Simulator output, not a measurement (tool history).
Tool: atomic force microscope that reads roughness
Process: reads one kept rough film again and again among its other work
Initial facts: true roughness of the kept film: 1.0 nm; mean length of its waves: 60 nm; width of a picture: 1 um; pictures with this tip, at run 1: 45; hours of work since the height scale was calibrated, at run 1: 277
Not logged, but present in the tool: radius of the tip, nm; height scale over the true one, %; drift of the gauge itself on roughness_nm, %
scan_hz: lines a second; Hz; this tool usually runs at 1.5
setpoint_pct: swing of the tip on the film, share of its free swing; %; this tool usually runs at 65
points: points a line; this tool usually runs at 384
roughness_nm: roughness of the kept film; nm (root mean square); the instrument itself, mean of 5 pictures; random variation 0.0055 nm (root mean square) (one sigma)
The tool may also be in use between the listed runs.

run	hour	scan_hz	setpoint_pct	points	pictures with this tip	hours of work since the height scale was calibrated	roughness_nm
1	0	1.5	65	384	45	277	0.921
2	38.2	1.5	65	384	91	294	0.937
3	64	1.5	65	384	122	305	0.924
4	104.5	1.5	65	384	171	322	0.929
# hour 122: new tip fitted
5	133.4	1.5	65	384	14	335	0.929
6	167.7	1.5	65	384	55	350	0.934
7	188.8	1.5	65	384	80	359	0.935
8	208.3	1.5	65	384	104	367	0.926
9	234.3	1.5	65	384	135	379	0.92
10	252.7	1.5	65	384	157	387	0.906
11	278.4	1.5	65	384	188	398	0.922
# hour 282.1: new tip fitted
12	314.1	1.5	65	384	39	413	0.928
# hour 317.9: height scale calibrated on a step standard
13	334.4	1.5	65	384	62	7	0.924
14	370.5	1.5	65	384	105	23	0.916
15	412.1	1.5	65	384	155	41	0.921
16	432.7	1.5	65	440	180	50	0.908
# hour 443.2: new tip fitted
17	453.9	1.5	65	440	13	59	0.921
18	489.7	0.78	67	783	56	75	0.953
19	529.5	0.8	65	384	104	92	0.935
# hour 535.7: height scale calibrated on a step standard, once more
20	558.7	0.8	65	384	138	10	0.951
21	591.7	0.8	65	384	177	24	0.959
# hour 602.7: new tip fitted
22	630.1	0.93	87	376	33	41	0.893
23	655.3	1.5	65	444	63	52	0.936
24	677.3	1.5	65	444	90	61	0.934
25	711.6	1.5	63	1013	131	76	0.933
26	728.7	1.5	63	1013	152	84	0.926
27	753.5	1.5	63	1013	181	95	0.931
# hour 760.2: new tip fitted
28	774.8	0.88	86	432	17	104	0.901
29	796.7	0.72	73	686	44	113	0.939
30	814.2	2.55	73	686	65	121	0.862
31	839	1.09	75	563	95	132	0.916
32	864.1	3.46	88	563	125	143	0.701
33	883.2	3.46	88	563	148	151	0.684

Below are 4 alternative next runs, each starting from the tool's condition after run 33. Predict each:
A	910.4	3.46	88	487	181	163	?
B	910.4	0.51	64	273	181	163	?
C	910.4	1	88	563	181	163	?
D	910.4	3.46	61	563	181	163	?

run	roughness_nm
A	0.684
B	0.961
C	0.879
D	0.886
What these runs would have given with no unlogged condition in the tool:
run	roughness_nm
A	0.696
B	0.978
C	0.895
D	0.902
